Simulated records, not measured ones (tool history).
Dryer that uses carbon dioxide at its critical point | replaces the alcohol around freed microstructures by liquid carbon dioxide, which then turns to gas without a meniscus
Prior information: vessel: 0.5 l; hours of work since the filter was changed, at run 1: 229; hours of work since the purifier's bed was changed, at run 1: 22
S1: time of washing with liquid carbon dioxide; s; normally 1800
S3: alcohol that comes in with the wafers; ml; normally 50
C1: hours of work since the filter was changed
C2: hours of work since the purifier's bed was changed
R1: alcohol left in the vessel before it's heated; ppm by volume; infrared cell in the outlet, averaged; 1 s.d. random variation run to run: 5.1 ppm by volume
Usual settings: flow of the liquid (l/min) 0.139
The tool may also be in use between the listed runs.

Run 1, hour 0: usual settings; C1 229; C2 22. Result: R1 101 ppm by volume.
Run 2, hour 9.5: usual settings but S3 109 ml; C1 233; C2 27. Result: R1 215 ppm by volume.
Run 3, hour 21.7: usual settings but S3 109 ml; C1 239; C2 32. Result: R1 223 ppm by volume.
Run 4, hour 32.6: usual settings but S3 109 ml; C1 244; C2 38. Result: R1 224 ppm by volume.
Run 5, hour 38.9: usual settings but S3 109 ml; C1 247; C2 40. Result: R1 213 ppm by volume.
Run 6, hour 50.9: usual settings but S3 109 ml; C1 253; C2 46. Result: R1 219 ppm by volume.
Run 7, hour 56.3: usual settings; C1 255; C2 49. Result: R1 101 ppm by volume.
Run 8, hour 67.6: usual settings; C1 261; C2 54. Result: R1 112 ppm by volume.
Run 9, hour 79.2: usual settings; C1 266; C2 59. Result: R1 114 ppm by volume.
Run 10, hour 86.2: usual settings; C1 269; C2 63. Result: R1 105 ppm by volume.
Run 11, hour 92.4: usual settings but S3 27 ml; C1 272; C2 66. Result: R1 68 ppm by volume.
Run 12, hour 102: usual settings but S3 27 ml; C1 277; C2 70. Result: R1 66 ppm by volume.
Run 13, hour 113.4: usual settings; C1 282; C2 76. Result: R1 111 ppm by volume.
Run 14, hour 124.6: usual settings; C1 287; C2 81. Result: R1 118 ppm by volume.
Run 15, hour 130.9: usual settings but S1 2100 s; C1 290; C2 84. Result: R1 47 ppm by volume.
Run 16, hour 138.9: usual settings but S1 1200 s, flow of the liquid (l/min) 0.105; C1 294; C2 88. Result: R1 3136 ppm by volume.
Run 17, hour 145.8: usual settings but S3 37 ml; C1 297; C2 91. Result: R1 92 ppm by volume.
Run 18, hour 154: usual settings but flow of the liquid (l/min) 0.086, S3 72 ml; C1 301; C2 95. Result: R1 2061 ppm by volume.
Run 19, hour 164.5: usual settings but S1 1440 s, flow of the liquid (l/min) 0.086, S3 115 ml; C1 306; C2 100. Result: R1 7515 ppm by volume.
Run 20, hour 176.4: usual settings but S1 2760 s, flow of the liquid (l/min) 0.189, S3 48 ml; C1 312; C2 105. Result: R1 14 ppm by volume.
Run 21, hour 183.9: usual settings but S1 2460 s, flow of the liquid (l/min) 0.235, S3 42 ml; C1 315; C2 109. Result: R1 27 ppm by volume.
Run 22, hour 192.2: usual settings but S1 2160 s, flow of the liquid (l/min) 0.142; C1 319; C2 113. Result: R1 44 ppm by volume.
Run 23, hour 203.7: usual settings but S1 2820 s, flow of the liquid (l/min) 0.084, S3 28 ml; C1 325; C2 118. Result: R1 108 ppm by volume.
Run 24, hour 214.9: usual settings but S1 2820 s, flow of the liquid (l/min) 0.185, S3 82 ml; C1 330; C2 123. Result: R1 22 ppm by volume.
Run 25, hour 224.1: usual settings but S1 1500 s, flow of the liquid (l/min) 0.185, S3 82 ml; C1 334; C2 128. Result: R1 114 ppm by volume.
Run 26, hour 233.4: usual settings but flow of the liquid (l/min) 0.229, S3 88 ml; C1 339; C2 132. Result: R1 15 ppm by volume.
Run 27, hour 242.5: usual settings but flow of the liquid (l/min) 0.229, S3 88 ml; C1 343; C2 136. Result: R1 24 ppm by volume.
Run 28, hour 254.2: usual settings but S1 1200 s, flow of the liquid (l/min) 0.085, S3 41 ml; C1 348; C2 142. Result: R1 5145 ppm by volume.
Run 29, hour 264: usual settings but S1 1200 s, flow of the liquid (l/min) 0.085, S3 28 ml; C1 353; C2 146. Result: R1 3399 ppm by volume.
Run 30, hour 269.7: usual settings but S1 2760 s, S3 46 ml; C1 356; C2 149. Result: R1 27 ppm by volume.

Difference, measured minus no-hidden-state, one row per run. Run-to-run variation is common to both terms; the gauge's own scatter need not be:
What the log doesn't record here: flow that reaches the vessel past the clogged filter, %; alcohol in the recycled carbon dioxide, ppm; drift of the gauge itself on alcohol_ppm, %.
run     R1
  1    +36
  2    +76
  3    +80
  4    +80
  5    +82
  6    +84
  7    +43
  8    +44
  9    +46
 10    +47
 11    +30
 12    +31
 13    +50
 14    +51
 15    +25
 16   +750
 17    +43
 18   +603
 19  +1824
 20    +12
 21    +13
 22    +25
 23    +50
 24    +15
 25    +59
 26    +15
 27    +17
 28  +1178
 29   +789
 30    +18

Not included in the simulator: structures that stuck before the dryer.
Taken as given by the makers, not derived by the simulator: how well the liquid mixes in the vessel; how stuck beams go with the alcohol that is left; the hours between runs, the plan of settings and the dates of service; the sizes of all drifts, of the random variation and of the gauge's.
